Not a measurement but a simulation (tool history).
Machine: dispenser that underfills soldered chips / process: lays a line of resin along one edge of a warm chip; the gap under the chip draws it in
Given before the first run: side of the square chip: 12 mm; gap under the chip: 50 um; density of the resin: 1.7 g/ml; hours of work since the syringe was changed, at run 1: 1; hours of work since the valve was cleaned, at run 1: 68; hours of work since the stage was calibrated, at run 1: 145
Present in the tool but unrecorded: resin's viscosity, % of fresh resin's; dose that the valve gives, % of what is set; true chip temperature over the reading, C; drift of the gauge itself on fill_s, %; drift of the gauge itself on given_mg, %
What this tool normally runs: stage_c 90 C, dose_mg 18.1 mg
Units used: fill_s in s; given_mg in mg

run,hour,stage_c,dose_mg,hours of work since the syringe was changed,hours of work since the valve was cleaned,hours of work since the stage was calibrated,fill_s,given_mg
1,0.0,90,18.1,1,68,145,291.3,17.42
2,5.1,90,18.1,5,72,149,333.5,17.34
3,8.6,90,18.1,7,74,151,359.7,17.38
4,11.8,79,18.1,9,76,153,550.0,17.37
# hour 15.4: new syringe of resin
5,15.7,79,18.1,0,79,156,385.7,17.37
# hour 19.0: dispensing valve cleaned and set on the balance
6,21.0,88,23.3,3,1,159,320.4,23.26
7,26.6,88,23.5,7,5,162,377.7,23.46
8,30.9,81,18.1,10,8,165,526.4,18.01
# hour 33.9: new syringe of resin
9,36.9,90,16.4,2,12,169,303.2,16.28
10,42.0,91,18.5,6,15,173,324.3,18.33

3 options for the next run, each taken on its own from the tool as it stands now. Forecast them:
A,48.5,103,20.3,10,20,177,?,?
B,48.5,82,18.3,10,20,177,?,?
C,48.5,83,18.1,10,20,177,?,?

run,fill_s,given_mg
A,272.9,20.05
B,515.0,18.21
C,493.6,17.84
Take away the tool's hidden state, keep each run's random variation, and the runs would have read:
run,fill_s,given_mg
A,183.6,20.27
B,345.5,18.41
C,331.2,18.04
